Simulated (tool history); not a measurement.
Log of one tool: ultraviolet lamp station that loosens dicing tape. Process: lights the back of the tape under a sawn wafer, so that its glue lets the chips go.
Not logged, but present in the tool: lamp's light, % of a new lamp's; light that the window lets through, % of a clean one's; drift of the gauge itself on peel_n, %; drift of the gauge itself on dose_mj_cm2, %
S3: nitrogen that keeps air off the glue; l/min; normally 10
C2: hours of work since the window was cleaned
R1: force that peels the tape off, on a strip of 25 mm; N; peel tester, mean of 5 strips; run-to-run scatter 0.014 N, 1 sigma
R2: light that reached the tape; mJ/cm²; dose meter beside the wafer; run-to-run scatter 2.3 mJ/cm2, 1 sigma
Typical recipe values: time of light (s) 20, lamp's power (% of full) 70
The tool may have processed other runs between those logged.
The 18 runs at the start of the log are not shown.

Run 19, day 19.108: usual settings but time of light (s) 21; hours of work of the lamp 873; C2 115. Result: R1 0.876 N, R2 180 mJ/cm².
Run 20, day 20.179: usual settings but time of light (s) 21; hours of work of the lamp 885; C2 127. Result: R1 0.886 N, R2 177 mJ/cm².
Run 21, day 21.638: usual settings but time of light (s) 21, lamp's power (% of full) 93; hours of work of the lamp 901; C2 143. Result: R1 0.556 N, R2 239 mJ/cm².
Run 22, day 22.712: usual settings but time of light (s) 21, lamp's power (% of full) 93; hours of work of the lamp 913; C2 155. Result: R1 0.552 N, R2 236 mJ/cm².
Run 23, day 23.646: usual settings but time of light (s) 25, lamp's power (% of full) 81, S3 4 l/min; hours of work of the lamp 924; C2 165. Result: R1 0.783 N, R2 246 mJ/cm².
Run 24, day 24.571: usual settings but lamp's power (% of full) 100, S3 13 l/min; hours of work of the lamp 934; C2 176. Result: R1 0.489 N, R2 238 mJ/cm².
Run 25, day 25.467: usual settings but time of light (s) 38, lamp's power (% of full) 62, S3 9 l/min; hours of work of the lamp 944; C2 186. Result: R1 0.415 N, R2 282 mJ/cm².
Run 26, day 26.721: usual settings but time of light (s) 38, lamp's power (% of full) 62, S3 9 l/min; hours of work of the lamp 958; C2 200. Result: R1 0.423 N, R2 274 mJ/cm².
Run 27, day 27.688: usual settings but time of light (s) 31, lamp's power (% of full) 96, S3 9 l/min; hours of work of the lamp 969; C2 210. Result: R1 0.266 N, R2 348 mJ/cm².
Run 28, day 29.067: usual settings; hours of work of the lamp 984; C2 226. Result: R1 0.993 N, R2 162 mJ/cm².
Run 29, day 29.838: usual settings but time of light (s) 30, lamp's power (% of full) 64, S3 4 l/min; hours of work of the lamp 993; C2 234. Result: R1 0.875 N, R2 227 mJ/cm².
Run 30, day 30.708: usual settings but time of light (s) 32, lamp's power (% of full) 64, S3 4 l/min; hours of work of the lamp 1002; C2 244. Result: R1 0.814 N, R2 239 mJ/cm².
Run 31, day 31.658: usual settings but time of light (s) 11, lamp's power (% of full) 63, S3 4 l/min; hours of work of the lamp 1013; C2 255. Result: R1 2.271 N, R2 82 mJ/cm².
Run 32, day 33.021: usual settings but time of light (s) 12, lamp's power (% of full) 79, S3 6 l/min; hours of work of the lamp 1028; C2 270. Result: R1 1.710 N, R2 109 mJ/cm².
Run 33, day 34.479: usual settings but time of light (s) 12, lamp's power (% of full) 79, S3 6 l/min; hours of work of the lamp 1045; C2 286. Result: R1 1.741 N, R2 107 mJ/cm².
Run 34, day 35.146: usual settings but time of light (s) 12, lamp's power (% of full) 79, S3 6 l/min; hours of work of the lamp 1052; C2 294. Result: R1 1.723 N, R2 108 mJ/cm².
Run 35, day 36.092: usual settings but time of light (s) 12, lamp's power (% of full) 79, S3 6 l/min; hours of work of the lamp 1063; C2 304. Result: R1 1.703 N, R2 109 mJ/cm².
Run 36, day 36.767: usual settings but time of light (s) 28, lamp's power (% of full) 67, S3 8 l/min; hours of work of the lamp 1070; C2 312. Result: R1 0.747 N, R2 210 mJ/cm².
Run 37, day 38.054: usual settings but time of light (s) 13, lamp's power (% of full) 88, S3 8 l/min; hours of work of the lamp 1084; C2 326. Result: R1 1.400 N, R2 129 mJ/cm².
Run 38, day 39.262: usual settings but time of light (s) 22, lamp's power (% of full) 88, S3 9 l/min; hours of work of the lamp 1098; C2 340. Result: R1 0.699 N, R2 211 mJ/cm².
Run 39, day 40.142: usual settings but S3 7 l/min; hours of work of the lamp 1108; C2 349. Result: R1 1.190 N, R2 156 mJ/cm².
Run 40, day 40.933: usual settings but time of light (s) 21, lamp's power (% of full) 99, S3 7 l/min; hours of work of the lamp 1117; C2 358. Result: R1 0.676 N, R2 227 mJ/cm².
Run 41, day 41.683: usual settings but time of light (s) 25, lamp's power (% of full) 74, S3 16 l/min; hours of work of the lamp 1125; C2 367. Result: R1 0.612 N, R2 201 mJ/cm².
Run 42, day 42.712: usual settings but time of light (s) 25, lamp's power (% of full) 74, S3 16 l/min; hours of work of the lamp 1136; C2 378. Result: R1 0.654 N, R2 199 mJ/cm².
Run 43, day 43.471: usual settings but time of light (s) 25, lamp's power (% of full) 74, S3 16 l/min; hours of work of the lamp 1145; C2 386. Result: R1 0.650 N, R2 204 mJ/cm².

Predict each of these 4 candidate next runs independently; none follows another, all start after run 43:
Run A, day 44.283: usual settings but time of light (s) 25, lamp's power (% of full) 74, S3 3 l/min; hours of work of the lamp 1154; C2 396. Result: R1 ?, R2 ?.
Run B, day 44.283: usual settings but time of light (s) 28, lamp's power (% of full) 80; hours of work of the lamp 1154; C2 396. Result: R1 ?, R2 ?.
Run C, day 44.283: usual settings but time of light (s) 18; hours of work of the lamp 1154; C2 396. Result: R1 ?, R2 ?.
Run D, day 44.283: usual settings but time of light (s) 25, lamp's power (% of full) 67, S3 8 l/min; hours of work of the lamp 1154; C2 396. Result: R1 ?, R2 ?.

run     R1   R2
  A  1.197  200
  B  0.527  238
  C  1.225  134
  D  0.890  182
The same runs, with their run-to-run variation unchanged, on a tool lacking any hidden condition would have given:
run     R1   R2
  A  0.703  292
  B  0.247  348
  C  0.739  197
  D  0.479  265

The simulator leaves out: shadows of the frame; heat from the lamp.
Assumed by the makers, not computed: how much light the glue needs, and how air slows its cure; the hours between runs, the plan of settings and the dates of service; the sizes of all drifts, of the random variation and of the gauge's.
